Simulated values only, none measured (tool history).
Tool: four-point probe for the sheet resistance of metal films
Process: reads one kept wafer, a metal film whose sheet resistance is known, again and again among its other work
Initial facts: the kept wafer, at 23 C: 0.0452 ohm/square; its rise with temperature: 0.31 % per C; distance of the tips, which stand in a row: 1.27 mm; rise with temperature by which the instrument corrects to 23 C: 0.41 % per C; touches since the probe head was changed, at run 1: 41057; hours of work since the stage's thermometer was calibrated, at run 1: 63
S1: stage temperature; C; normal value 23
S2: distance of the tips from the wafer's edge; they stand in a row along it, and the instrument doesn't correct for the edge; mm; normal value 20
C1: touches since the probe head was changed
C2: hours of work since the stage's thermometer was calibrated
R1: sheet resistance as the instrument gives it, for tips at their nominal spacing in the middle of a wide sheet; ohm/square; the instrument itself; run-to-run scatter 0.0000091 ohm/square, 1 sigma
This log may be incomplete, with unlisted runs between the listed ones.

run 1 hour=0.0 | S1=23 S2=20 | C1=41057 C2=63 | R1=0.045020
run 2 hour=14.2 | S1=23 S2=20 | C1=41655 C2=70 | R1=0.045026
run 3 hour=28.3 | S1=25 S2=20 | C1=42254 C2=77 | R1=0.044946
run 4 hour=38.6 | S1=25 S2=20 | C1=42691 C2=82 | R1=0.044948
run 5 hour=49.2 | S1=25 S2=20 | C1=43139 C2=87 | R1=0.044924
run 6 hour=65.1 | S1=25 S2=20 | C1=43808 C2=94 | R1=0.044928
run 7 hour=81.7 | S1=25 S2=20 | C1=44509 C2=102 | R1=0.044943
run 8 hour=91.5 | S1=24 S2=20 | C1=44926 C2=107 | R1=0.044960
run 9 hour=108.0 | S1=24 S2=20 | C1=45622 C2=115 | R1=0.044968
run 10 hour=120.8 | S1=24 S2=43 | C1=46162 C2=121 | R1=0.044904
run 11 hour=130.6 | S1=24 S2=43 | C1=46577 C2=126 | R1=0.044905
run 12 hour=143.2 | S1=19 S2=20 | C1=47112 C2=132 | R1=0.045193
run 13 hour=154.8 | S1=23 S2=27 | C1=47602 C2=138 | R1=0.044959
run 14 hour=171.0 | S1=23 S2=5 | C1=48286 C2=146 | R1=0.046404
run 15 hour=180.5 | S1=23 S2=5 | C1=48689 C2=150 | R1=0.046421
run 16 hour=194.3 | S1=23 S2=5 | C1=49271 C2=157 | R1=0.046406
run 17 hour=204.4 | S1=23 S2=5 | C1=49699 C2=162 | R1=0.046399
run 18 hour=211.4 | S1=19 S2=20 | C1=49994 C2=165 | R1=0.045170
run 19 hour=220.2 | S1=19 S2=20 | C1=50368 C2=170 | R1=0.045163
-- hour=221.9 stage's thermometer calibrated
run 20 hour=228.8 | S1=19 S2=20 | C1=50709 C2=3 | R1=0.045158
run 21 hour=240.0 | S1=19 S2=20 | C1=51183 C2=9 | R1=0.045161
run 22 hour=253.7 | S1=19 S2=20 | C1=51760 C2=15 | R1=0.045171
run 23 hour=269.0 | S1=32 S2=18 | C1=52409 C2=23 | R1=0.044646
run 24 hour=276.2 | S1=32 S2=18 | C1=52711 C2=26 | R1=0.044646
run 25 hour=287.8 | S1=28 S2=7 | C1=53202 C2=32 | R1=0.045456
run 26 hour=295.7 | S1=28 S2=7 | C1=53538 C2=36 | R1=0.045459
run 27 hour=303.9 | S1=23 S2=20 | C1=53882 C2=40 | R1=0.044975
run 28 hour=314.3 | S1=34 S2=25 | C1=54324 C2=45 | R1=0.044497
-- hour=317.0 stage's thermometer calibrated, once more
run 29 hour=330.6 | S1=19 S2=7 | C1=54989 C2=7 | R1=0.045839
run 30 hour=341.8 | S1=22 S2=9 | C1=55463 C2=12 | R1=0.045418
run 31 hour=351.8 | S1=18 S2=45 | C1=55889 C2=17 | R1=0.045122
run 32 hour=365.9 | S1=18 S2=45 | C1=56482 C2=24 | R1=0.045108
run 33 hour=382.2 | S1=18 S2=9 | C1=57174 C2=32 | R1=0.045569
run 34 hour=394.2 | S1=28 S2=6 | C1=57681 C2=38 | R1=0.045741
run 35 hour=407.5 | S1=23 S2=11 | C1=58241 C2=44 | R1=0.045186
run 36 hour=416.3 | S1=23 S2=11 | C1=58615 C2=48 | R1=0.045193
run 37 hour=430.3 | S1=23 S2=11 | C1=59206 C2=55 | R1=0.045189
run 38 hour=441.0 | S1=21 S2=12 | C1=59660 C2=60 | R1=0.045215
run 39 hour=457.5 | S1=23 S2=16 | C1=60357 C2=68 | R1=0.045021
run 40 hour=469.8 | S1=32 S2=26 | C1=60877 C2=74 | R1=0.044552
run 41 hour=478.7 | S1=23 S2=14 | C1=61251 C2=79 | R1=0.045069
run 42 hour=489.7 | S1=18 S2=12 | C1=61718 C2=84 | R1=0.045366
run 43 hour=499.0 | S1=33 S2=7 | C1=62109 C2=88 | R1=0.045216
run 44 hour=510.4 | S1=32 S2=20 | C1=62592 C2=94 | R1=0.044586

Each row is a separate what-if for the run after 44, all from the same tool condition, not one after another. Results?
run A hour=521.3 | S1=23 S2=10 | C1=63053 C2=99 | R1=?
run B hour=521.3 | S1=22 S2=4 | C1=63053 C2=99 | R1=?
run C hour=521.3 | S1=25 S2=4 | C1=63053 C2=99 | R1=?
run D hour=521.3 | S1=18 S2=10 | C1=63053 C2=99 | R1=?

run=A R1=0.045260
run=B R1=0.047199
run=C R1=0.047066
run=D R1=0.045461
With no hidden state in the tool, these same runs would have given:
run=A R1=0.045607
run=B R1=0.047560
run=C R1=0.047426
run=D R1=0.045810
